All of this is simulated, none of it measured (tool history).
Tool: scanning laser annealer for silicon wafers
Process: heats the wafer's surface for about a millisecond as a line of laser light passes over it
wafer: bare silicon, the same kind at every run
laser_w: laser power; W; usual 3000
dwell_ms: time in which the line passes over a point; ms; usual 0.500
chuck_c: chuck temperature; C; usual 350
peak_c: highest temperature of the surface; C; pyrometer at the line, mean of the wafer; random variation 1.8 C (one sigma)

run	hour	laser_w	dwell_ms	chuck_c	peak_c
1	0.0	3000	0.500	350	1060
2	15.4	3000	0.500	350	1059
3	23.9	3000	0.500	350	1060
4	36.3	3000	0.500	350	1060
5	49.8	3000	0.500	350	1057
6	60.3	3000	0.500	350	1060
7	67.6	3000	0.500	350	1057
8	77.5	3000	0.500	326	1038
9	92.4	3000	0.500	326	1032
10	100.8	3000	0.387	350	984
11	108.0	3000	0.387	350	982
12	115.9	3000	0.387	350	982
13	129.5	3000	0.387	350	984
14	135.8	3000	0.387	350	983
15	146.4	3000	0.387	350	981
16	158.8	3000	0.387	350	985
17	165.5	3000	0.387	350	983
18	179.9	3000	0.387	350	983
19	190.9	3000	0.387	350	982
20	200.6	3000	0.500	367	1078
21	211.0	2785	0.552	350	1034
22	219.2	2742	0.500	363	1004
23	230.8	2647	0.415	342	912
24	245.6	3000	0.500	386	1094
25	258.1	3000	0.437	360	1027
26	267.6	2857	0.500	370	1040
27	275.5	2732	0.548	370	1034
28	287.6	2705	0.472	321	938
29	298.1	2720	0.500	350	986
30	305.1	3000	0.476	387	1079
31	319.5	3000	0.476	387	1079
32	326.0	2746	0.358	350	903
33	341.2	2746	0.613	341	1044
34	354.2	2746	0.613	341	1044
35	366.8	2746	0.613	341	1044
36	378.7	2906	0.414	341	966
37	391.0	2906	0.414	341	970
38	397.9	3257	0.545	347	1152
39	406.0	3000	0.452	350	1025
40	418.1	3000	0.452	350	1029

Forecast each of these 3 alternatives for the next run:
A	429.7	2599	0.491	371	?
B	429.7	3000	0.363	350	?
C	429.7	3156	0.436	314	?

run	peak_c
A	971
B	966
C	1018
Without the tool's hidden state the same runs would have given:
run	peak_c
A	972
B	967
C	1019
